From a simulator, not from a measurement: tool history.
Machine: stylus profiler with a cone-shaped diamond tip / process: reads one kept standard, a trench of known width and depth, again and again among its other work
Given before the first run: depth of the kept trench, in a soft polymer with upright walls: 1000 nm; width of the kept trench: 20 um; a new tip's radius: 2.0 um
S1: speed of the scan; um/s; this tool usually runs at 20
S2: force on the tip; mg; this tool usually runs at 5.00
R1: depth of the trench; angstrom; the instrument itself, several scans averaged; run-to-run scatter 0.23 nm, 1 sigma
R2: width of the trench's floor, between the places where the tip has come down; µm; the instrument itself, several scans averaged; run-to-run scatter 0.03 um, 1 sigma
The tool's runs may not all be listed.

run 1 day=0.000 | S1=20 S2=5.00 | R1=10185.3 R2=15.70
run 2 day=0.783 | S1=20 S2=5.00 | R1=10183.1 R2=15.71
run 3 day=1.471 | S1=20 S2=5.00 | R1=10182.2 R2=15.72
run 4 day=2.725 | S1=20 S2=5.00 | R1=10179.9 R2=15.68
run 5 day=3.333 | S1=20 S2=5.00 | R1=10180.4 R2=15.68
run 6 day=3.938 | S1=20 S2=5.00 | R1=10178.5 R2=15.63
run 7 day=5.204 | S1=20 S2=5.00 | R1=10178.8 R2=15.59
run 8 day=6.225 | S1=20 S2=4.92 | R1=10173.2 R2=15.54
run 9 day=7.025 | S1=20 S2=4.92 | R1=10174.6 R2=15.55
run 10 day=8.100 | S1=20 S2=4.92 | R1=10176.0 R2=15.51
run 11 day=9.325 | S1=20 S2=5.00 | R1=10177.5 R2=15.39
run 12 day=10.633 | S1=5 S2=5.00 | R1=10173.1 R2=15.52
run 13 day=11.625 | S1=20 S2=5.00 | R1=10172.1 R2=15.41
run 14 day=12.312 | S1=47 S2=5.00 | R1=10171.4 R2=15.30
run 15 day=13.142 | S1=20 S2=5.00 | R1=10172.5 R2=15.41
run 16 day=13.900 | S1=20 S2=5.00 | R1=10169.4 R2=15.44
run 17 day=14.467 | S1=20 S2=5.00 | R1=10172.7 R2=15.36
run 18 day=15.658 | S1=5 S2=5.00 | R1=10169.6 R2=15.39
run 19 day=16.496 | S1=5 S2=5.00 | R1=10171.5 R2=15.38
run 20 day=17.679 | S1=5 S2=5.00 | R1=10170.5 R2=15.38
run 21 day=18.862 | S1=20 S2=5.00 | R1=10171.7 R2=15.21
run 22 day=19.650 | S1=20 S2=5.00 | R1=10165.8 R2=15.26
run 23 day=20.800 | S1=20 S2=5.00 | R1=10164.5 R2=15.22
run 24 day=21.512 | S1=20 S2=5.00 | R1=10165.0 R2=15.23
run 25 day=22.675 | S1=20 S2=5.02 | R1=10163.1 R2=15.15
run 26 day=23.688 | S1=16 S2=2.50 | R1=10091.4 R2=15.14
run 27 day=24.758 | S1=16 S2=2.50 | R1=10091.7 R2=15.13
run 28 day=25.317 | S1=16 S2=2.50 | R1=10093.0 R2=15.12
run 29 day=26.100 | S1=14 S2=2.35 | R1=10084.6 R2=15.10
run 30 day=27.275 | S1=48 S2=5.72 | R1=10174.9 R2=14.93
run 31 day=27.867 | S1=5 S2=14.90 | R1=10374.1 R2=15.10
run 32 day=28.779 | S1=23 S2=4.97 | R1=10154.4 R2=15.02
run 33 day=29.425 | S1=23 S2=2.51 | R1=10087.6 R2=14.99
run 34 day=30.433 | S1=23 S2=2.51 | R1=10088.7 R2=14.96
run 35 day=31.133 | S1=11 S2=3.85 | R1=10124.3 R2=15.00
run 36 day=32.392 | S1=7 S2=5.00 | R1=10157.6 R2=14.99
run 37 day=33.062 | S1=7 S2=5.00 | R1=10157.7 R2=15.08
run 38 day=33.821 | S1=60 S2=10.50 | R1=10286.8 R2=14.83
run 39 day=34.979 | S1=11 S2=5.00 | R1=10156.6 R2=14.95
run 40 day=35.879 | S1=11 S2=6.81 | R1=10198.6 R2=14.93
run 41 day=36.496 | S1=7 S2=6.16 | R1=10184.6 R2=14.91
run 42 day=37.375 | S1=37 S2=5.00 | R1=10154.4 R2=14.79
run 43 day=38.283 | S1=37 S2=5.00 | R1=10154.1 R2=14.77
run 44 day=39.550 | S1=37 S2=5.00 | R1=10152.1 R2=14.74
run 45 day=40.342 | S1=11 S2=9.11 | R1=10244.4 R2=14.84
run 46 day=41.412 | S1=11 S2=9.11 | R1=10249.5 R2=14.83
run 47 day=42.546 | S1=65 S2=7.30 | R1=10207.2 R2=14.61

Forecast each of these 3 alternatives for the next run:
run A day=43.304 | S1=6 S2=8.07 | R1=? R2=?
run B day=43.304 | S1=49 S2=5.00 | R1=? R2=?
run C day=43.304 | S1=9 S2=13.29 | R1=? R2=?

run=A R1=10218.9 R2=14.79
run=B R1=10148.9 R2=14.60
run=C R1=10330.2 R2=14.76
Without the tool's unlogged condition, the same runs would have read:
run=A R1=10266.9 R2=16.51
run=B R1=10196.6 R2=16.32
run=C R1=10378.8 R2=16.48
